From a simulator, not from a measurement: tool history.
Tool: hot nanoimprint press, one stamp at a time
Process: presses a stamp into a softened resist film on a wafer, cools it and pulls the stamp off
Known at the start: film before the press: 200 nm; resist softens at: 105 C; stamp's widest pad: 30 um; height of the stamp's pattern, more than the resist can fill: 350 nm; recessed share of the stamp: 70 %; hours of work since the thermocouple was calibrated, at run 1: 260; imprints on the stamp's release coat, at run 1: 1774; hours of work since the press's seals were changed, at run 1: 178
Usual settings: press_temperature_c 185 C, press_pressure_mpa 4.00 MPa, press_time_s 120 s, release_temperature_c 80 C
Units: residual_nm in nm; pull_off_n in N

run   hour  press_temperature_c  press_pressure_mpa  press_time_s  release_temperature_c  hours of work since the thermocouple was calibrated  imprints on the stamp's release coat  hours of work since the press's seals were changed  residual_nm  pull_off_n
  1    0.0                  185                4.00           120                     80                                                  260                                  1774                                                 178         90.6         127
  2    7.8                  185                4.00           120                     80                                                  264                                  1788                                                 182         90.5         124
  3   17.3                  185                4.00           120                     80                                                  269                                  1804                                                 187         90.3         127
  4   22.9                  178                4.00           120                     80                                                  273                                  1814                                                 190        111.3         123
  5   33.8                  185                5.89           120                     80                                                  279                                  1833                                                 197         75.1         128
  6   44.8                  178                4.00           120                     80                                                  285                                  1852                                                 203        111.1         127
  7   54.0                  178                4.00           120                     80                                                  290                                  1868                                                 208        111.0         127
  8   62.6                  178                4.00           120                     80                                                  295                                  1883                                                 213        111.3         128
  9   73.4                  178                4.00           120                     80                                                  301                                  1902                                                 219        111.1         127
 10   80.2                  178                4.00           120                     80                                                  305                                  1914                                                 223        111.1         127
      83.9  -- plate thermocouple calibrated
 11   89.1                  178                4.00           120                     80                                                    3                                  1924                                                 226        110.8         124
 12   95.0                  186                4.00           120                     80                                                    6                                  1935                                                 229         87.4         130
 13  103.1                  190                4.00           120                     80                                                   11                                  1949                                                 234         77.6         126
 14  110.8                  190                4.00           120                     80                                                   15                                  1962                                                 238         77.7         126
 15  116.6                  190                4.00           120                     80                                                   18                                  1972                                                 241         77.5         126
 16  124.6                  178                3.91           120                     80                                                   23                                  1986                                                 246        111.8         128
 17  130.3                  196                3.91           127                     88                                                   26                                  1996                                                 249         64.4          99
 18  140.5                  196                3.91           127                     88                                                   32                                  2014                                                 255         64.4          99
     148.0  -- plate thermocouple calibrated, once more
 19  148.7                  180                3.91           127                     83                                                    0                                  2023                                                 258        106.1         121
 20  155.4                  185                4.00           120                     83                                                    4                                  2035                                                 261         92.3         121
 21  160.7                  185                4.00           120                     83                                                    7                                  2044                                                 264         92.2         122
 22  167.1                  185                4.00           118                     87                                                   11                                  2055                                                 268         93.0         105
 23  176.9                  186                3.38           164                     75                                                   16                                  2073                                                 273         86.5         148
 24  184.3                  186                3.38           164                     75                                                   20                                  2085                                                 278         86.6         150
 25  191.1                  178                5.86           164                     83                                                   24                                  2097                                                 281         86.0         122
 26  202.8                  182                3.63            66                     66                                                   31                                  2118                                                 288        126.7         182
 27  208.8                  185                5.05           108                     80                                                   34                                  2128                                                 291         86.0         130
 28  215.7                  185                2.53            61                     80                                                   38                                  2140                                                 295        137.0         134
 29  227.6                  185                3.27            61                     84                                                   45                                  2161                                                 302        125.4         120
 30  237.8                  185                3.27            61                     84                                                   50                                  2179                                                 308        125.1         119

How the hidden state differs across the entries between the runs, from the last listed run before each to the first after it:
Between runs 10 and 11: plate thermocouple calibrated (hour 83.9)
  true temperature over the reading, C: 0.68 -> 0.77; pressure that arrives at the usual setting, %: 98.84 -> 98.82; grip of the stamp's worn release coat, % over a new coat's: 24.7 -> 24.8
  measured less the result without the state, residual_nm: -1.7 -> -1.9 nm; pull_off_n: +23 -> +23 N
Between runs 18 and 19: plate thermocouple calibrated, once more (hour 148.0)
  true temperature over the reading, C: 0.82 -> -0.02; pressure that arrives at the usual setting, %: 98.67 -> 98.65; grip of the stamp's worn release coat, % over a new coat's: 26 -> 26.1
  measured less the result without the state, residual_nm: -1.1 -> +0.7 nm; pull_off_n: +18 -> +25 N
